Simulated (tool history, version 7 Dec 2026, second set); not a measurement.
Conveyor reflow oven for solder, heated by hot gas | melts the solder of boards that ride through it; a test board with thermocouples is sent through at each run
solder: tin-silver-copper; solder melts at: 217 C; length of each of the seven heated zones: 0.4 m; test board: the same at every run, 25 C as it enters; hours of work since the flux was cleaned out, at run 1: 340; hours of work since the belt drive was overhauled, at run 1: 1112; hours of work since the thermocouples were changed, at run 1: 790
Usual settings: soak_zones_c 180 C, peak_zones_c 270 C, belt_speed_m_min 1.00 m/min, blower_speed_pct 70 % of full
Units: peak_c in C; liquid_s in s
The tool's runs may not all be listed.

run	hour	soak_zones_c	peak_zones_c	belt_speed_m_min	blower_speed_pct	hours of work since the flux was cleaned out	hours of work since the belt drive was overhauled	hours of work since the thermocouples were changed	peak_c	liquid_s
1	0.0	180	270	1.00	70	340	1112	790	254.3	38.6
# hour 33.0: flux residue cleaned out of gas plates and filters
2	59.8	180	270	1.00	70	14	1141	818	256.4	40.1
3	106.7	180	270	1.00	70	38	1165	843	256.2	40.0
# hour 139.2: thermocouples of zones 6 and 7 changed
4	185.1	180	270	1.00	70	78	1205	24	254.6	39.2
5	244.6	180	270	1.00	70	109	1236	55	254.6	39.0
6	301.5	180	270	1.00	70	139	1266	84	254.1	39.0
7	356.1	180	270	0.81	70	167	1294	113	259.7	52.0
8	438.2	180	270	0.81	70	210	1337	155	259.3	51.8
9	510.7	180	277	1.00	70	247	1374	193	259.5	41.2
10	582.3	180	258	1.00	70	285	1412	230	243.2	33.4
11	631.4	180	258	1.00	70	310	1437	256	242.9	33.5
12	707.9	180	258	0.86	70	350	1477	296	246.7	42.4
# hour 719.6: flux residue cleaned out of gas plates and filters
# hour 740.7: belt drive overhauled, speed set with a stopwatch
13	797.4	180	258	0.86	70	38	29	338	248.0	42.3
14	869.1	180	258	0.86	70	76	67	375	247.8	42.1
15	921.3	180	270	1.00	70	103	94	402	254.2	38.2

Forecast run 16:
16	968.9	180	274	1.14	70	128	119	427	?	?

{"run 16": {"peak_c": 253.2, "liquid_s": 32.3}}
Without the tool's hidden state the same run would have given peak_c 254.2 C, liquid_s 32.7 s.
